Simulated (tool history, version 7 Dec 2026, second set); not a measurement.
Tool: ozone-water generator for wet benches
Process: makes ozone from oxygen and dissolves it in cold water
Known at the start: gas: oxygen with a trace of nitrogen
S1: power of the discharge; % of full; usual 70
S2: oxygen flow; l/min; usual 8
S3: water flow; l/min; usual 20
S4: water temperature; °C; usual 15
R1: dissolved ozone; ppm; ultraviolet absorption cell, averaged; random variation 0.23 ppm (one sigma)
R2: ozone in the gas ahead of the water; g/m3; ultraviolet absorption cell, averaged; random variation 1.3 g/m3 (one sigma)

{"run": 1, "day": 0.0, "S1": 70, "S2": 8, "S3": 20, "S4": 15, "R1": 34.9, "R2": 239.3}
{"day": 0.833, "done": "contactor cleaned"}
{"run": 2, "day": 2.679, "S1": 70, "S2": 8, "S3": 20, "S4": 15, "R1": 34.9, "R2": 237.2}
{"run": 3, "day": 5.35, "S1": 70, "S2": 8, "S3": 20, "S4": 15, "R1": 34.6, "R2": 238.6}
{"run": 4, "day": 7.933, "S1": 70, "S2": 8, "S3": 20, "S4": 15, "R1": 34.5, "R2": 236.1}
{"run": 5, "day": 11.362, "S1": 70, "S2": 8, "S3": 20, "S4": 15, "R1": 34.4, "R2": 238.1}
{"run": 6, "day": 14.054, "S1": 70, "S2": 8, "S3": 20, "S4": 15, "R1": 34.3, "R2": 240.8}
{"run": 7, "day": 15.862, "S1": 70, "S2": 8, "S3": 20, "S4": 15, "R1": 35, "R2": 239.2}
{"run": 8, "day": 18.6, "S1": 55, "S2": 8, "S3": 20, "S4": 17, "R1": 26.9, "R2": 194.2}
{"run": 9, "day": 20.3, "S1": 55, "S2": 8, "S3": 20, "S4": 17, "R1": 27.1, "R2": 194.3}
{"run": 10, "day": 21.842, "S1": 55, "S2": 8, "S3": 20, "S4": 17, "R1": 27.2, "R2": 193.1}
{"run": 11, "day": 23.658, "S1": 77, "S2": 8.46, "S3": 12, "S4": 17, "R1": 48.7, "R2": 255}
{"run": 12, "day": 25.288, "S1": 77, "S2": 8.46, "S3": 12, "S4": 17, "R1": 48.8, "R2": 253.2}
{"run": 13, "day": 27.808, "S1": 48, "S2": 8, "S3": 15, "S4": 7, "R1": 34.8, "R2": 174}

3 ways to go on from here, each from the tool as it stands after run 13. What would each give?
{"run": "A", "day": 29.812, "S1": 88, "S2": 8, "S3": 20, "S4": 15, "R1": "?", "R2": "?"}
{"run": "B", "day": 29.812, "S1": 48, "S2": 5.92, "S3": 15, "S4": 15, "R1": "?", "R2": "?"}
{"run": "C", "day": 29.812, "S1": 61, "S2": 8, "S3": 13, "S4": 7, "R1": "?", "R2": "?"}

run=A R1=41.8 R2=290.9
run=B R1=28.9 R2=193.3
run=C R1=46.2 R2=212.6
Without the tool's hidden state the same runs would have given:
run=A R1=41.8 R2=288.4
run=B R1=28.9 R2=191.6
run=C R1=46.3 R2=210.7
